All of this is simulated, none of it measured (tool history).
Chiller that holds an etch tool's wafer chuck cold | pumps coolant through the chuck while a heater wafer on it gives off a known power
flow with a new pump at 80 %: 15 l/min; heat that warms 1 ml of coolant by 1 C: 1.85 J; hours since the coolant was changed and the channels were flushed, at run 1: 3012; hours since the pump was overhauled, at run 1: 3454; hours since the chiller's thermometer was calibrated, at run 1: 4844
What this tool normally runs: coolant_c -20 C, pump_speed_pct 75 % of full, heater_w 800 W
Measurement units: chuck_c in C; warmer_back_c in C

run    hour  coolant_c  pump_speed_pct  heater_w  hours since the coolant was changed and the channels were flushed  hours since the pump was overhauled  hours since the chiller's thermometer was calibrated  chuck_c  warmer_back_c
  1     0.0        -20              75       800                                                               3012                                 3454                                                  4844    -14.5           1.85
       97.5  -- chiller's thermometer calibrated
  2   130.6        -20              75       800                                                               3141                                 3583                                                    33    -14.3           1.87
  3   300.8        -20              75       800                                                               3312                                 3753                                                   203    -14.4           1.80
  4   429.1        -20              75       800                                                               3440                                 3882                                                   332    -14.4           1.73
  5   544.7        -20              75       800                                                               3555                                 3997                                                   447    -14.7           1.70
  6   707.4        -20              75       800                                                               3718                                 4160                                                   610    -14.6           1.66
  7   898.4        -20              75       438                                                               3909                                 4351                                                   801    -16.9           0.75
  8   998.6        -20              75       438                                                               4009                                 4451                                                   901    -17.1           0.72
  9  1085.7        -20              75       438                                                               4096                                 4538                                                   988    -16.9           0.70
 10  1243.6        -20              75       800                                                               4254                                 4696                                                  1146    -14.5           1.48
 11  1346.9        -20              75       800                                                               4358                                 4799                                                  1249    -14.5           1.49
 12  1446.2        -20              75       444                                                               4457                                 4899                                                  1349    -16.9           0.59
 13  1635.3        -20              75       430                                                               4646                                 5088                                                  1538    -17.0           0.50
     1694.1  -- gauge calibrated
 14  1794.8        -25              75       800                                                               4806                                 5247                                                  1697    -19.6           1.83
 15  1946.8        -20              75       800                                                               4958                                 5399                                                  1849    -14.5           1.75
 16  2032.5        -20              75       800                                                               5043                                 5485                                                  1935    -14.6           1.79
 17  2191.1        -17              83       922                                                               5202                                 5644                                                  2094    -11.0           1.77
 18  2377.3        -17              84       922                                                               5388                                 5830                                                  2280    -11.0           1.72
 19  2460.0        -20              67       800                                                               5471                                 5913                                                  2363    -13.9           1.90
 20  2611.6        -23              64       550                                                               5622                                 6064                                                  2514    -18.9           1.23
 21  2736.4        -23              64       550                                                               5747                                 6189                                                  2639    -18.8           1.20
 22  2862.2        -23              64       550                                                               5873                                 6315                                                  2765    -18.6           1.17
 23  2988.8        -23              64       550                                                               6000                                 6441                                                  2891    -18.7           1.16
     3003.3  -- coolant pump overhauled
 24  3193.6        -20              75       829                                                               6199                                  190                                                  3091    -14.3           1.49
 25  3284.5        -20              75       829                                                               6290                                  281                                                  3182    -14.3           1.49
 26  3452.0        -20              75       829                                                               6458                                  449                                                  3350    -14.3           1.37
 27  3552.4        -21              62       583                                                               6558                                  549                                                  3450    -16.6           1.11
 28  3638.4        -21              62       583                                                               6644                                  635                                                  3536    -16.4           1.09
     3734.6  -- coolant changed, channels flushed
 29  3781.3        -21              69       803                                                                 47                                  772                                                  3673    -15.2           1.44
 30  3971.4        -17              89      1190                                                                237                                  962                                                  3863     -9.8           1.64
 31  4111.9        -17              89      1190                                                                377                                 1103                                                  4003     -9.7           1.57

Had the tool no unlogged condition, and each run kept its random variation, what would the results have been?
The hidden state here: heat passed by the chuck's channels, % of clean ones'; flow at a given pump speed, % of a new pump's; coolant's true temperature over the reading, C; drift of the gauge itself on chuck_c, C; drift of the gauge itself on warmer_back_c, C.
run  warmer_back_c
  1           1.85
  2           1.90
  3           1.89
  4           1.85
  5           1.86
  6           1.87
  7           1.02
  8           1.01
  9           1.02
 10           1.84
 11           1.88
 12           1.02
 13           0.98
 14           1.86
 15           1.82
 16           1.88
 17           1.91
 18           1.92
 19           2.12
 20           1.50
 21           1.51
 22           1.51
 23           1.53
 24           1.93
 25           1.96
 26           1.89
 27           1.66
 28           1.66
 29           2.05
 30           2.31
 31           2.28
For chuck_c, the value without the hidden state is never more than 0.1 C from the measured value.

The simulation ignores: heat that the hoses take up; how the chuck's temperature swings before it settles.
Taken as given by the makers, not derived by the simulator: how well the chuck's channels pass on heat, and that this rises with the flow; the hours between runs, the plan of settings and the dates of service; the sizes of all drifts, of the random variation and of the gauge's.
